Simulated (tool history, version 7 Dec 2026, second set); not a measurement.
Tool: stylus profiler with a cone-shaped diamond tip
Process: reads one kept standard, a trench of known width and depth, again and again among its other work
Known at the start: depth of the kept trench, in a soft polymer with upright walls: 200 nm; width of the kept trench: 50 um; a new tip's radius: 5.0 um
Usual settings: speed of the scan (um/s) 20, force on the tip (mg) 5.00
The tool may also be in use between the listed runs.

run   hour  speed of the scan (um/s)  force on the tip (mg)  depth of the trench (angstrom)  width of the trench's floor (um)
  1    0.0                        20                   5.00                          2019.0                             47.06
  2   32.0                        20                   5.00                          2019.0                             47.06
  3   82.0                        66                   5.00                          2019.2                             46.87
  4  128.3                        41                   5.00                          2017.9                             46.93
  5  150.3                        41                   5.00                          2018.2                             46.92
  6  182.8                        20                   5.00                          2017.7                             47.00
  7  225.3                        20                   5.00                          2016.9                             47.01
  8  274.2                        20                   2.73                          2010.6                             46.96
  9  324.7                        20                   9.46                          2028.9                             46.94
 10  367.7                        20                   1.92                          2007.7                             46.91
 11  417.1                        20                   1.92                          2008.0                             46.83
 12  452.5                        20                   5.00                          2016.9                             46.86
 13  483.1                        20                   5.00                          2016.8                             46.92
     487.1  -- height scale calibrated on a step standard
 14  527.6                        15                   5.00                          2016.1                             46.92
 15  559.5                        15                   5.00                          2015.2                             46.91
 16  585.4                        15                   5.00                          2015.3                             46.88
 17  607.2                        15                   5.00                          2015.4                             46.90
 18  639.3                         7                   5.00                          2014.4                             46.92
 19  672.5                         5                   1.67                          2005.1                             46.88
     699.6  -- height scale calibrated on a step standard, once more
 20  717.7                        45                   3.65                          2016.9                             46.68
 21  746.3                        35                   3.65                          2016.8                             46.72
 22  770.5                        12                   3.65                          2016.8                             46.77
 23  806.1                        36                   5.00                          2021.0                             46.75
 24  841.5                         6                   7.05                          2025.6                             46.88

Forecast each of these 5 alternatives for the next run:
  A  875.7                         9                   5.00                               ?                                 ?
  B  875.7                        10                   7.05                               ?                                 ?
  C  875.7                        67                   7.05                               ?                                 ?
  D  875.7                        38                   5.17                               ?                                 ?
  E  875.7                        25                   5.00                               ?                                 ?

run  depth of the trench (angstrom)  width of the trench's floor (um)
  A                          2020.5                             46.75
  B                          2025.5                             46.84
  C                          2025.8                             46.55
  D                          2020.7                             46.70
  E                          2019.7                             46.73
Without the tool's hidden state the same runs would have given:
run  depth of the trench (angstrom)  width of the trench's floor (um)
  A                          2021.2                             47.11
  B                          2026.2                             47.20
  C                          2026.5                             46.91
  D                          2021.4                             47.06
  E                          2020.4                             47.09
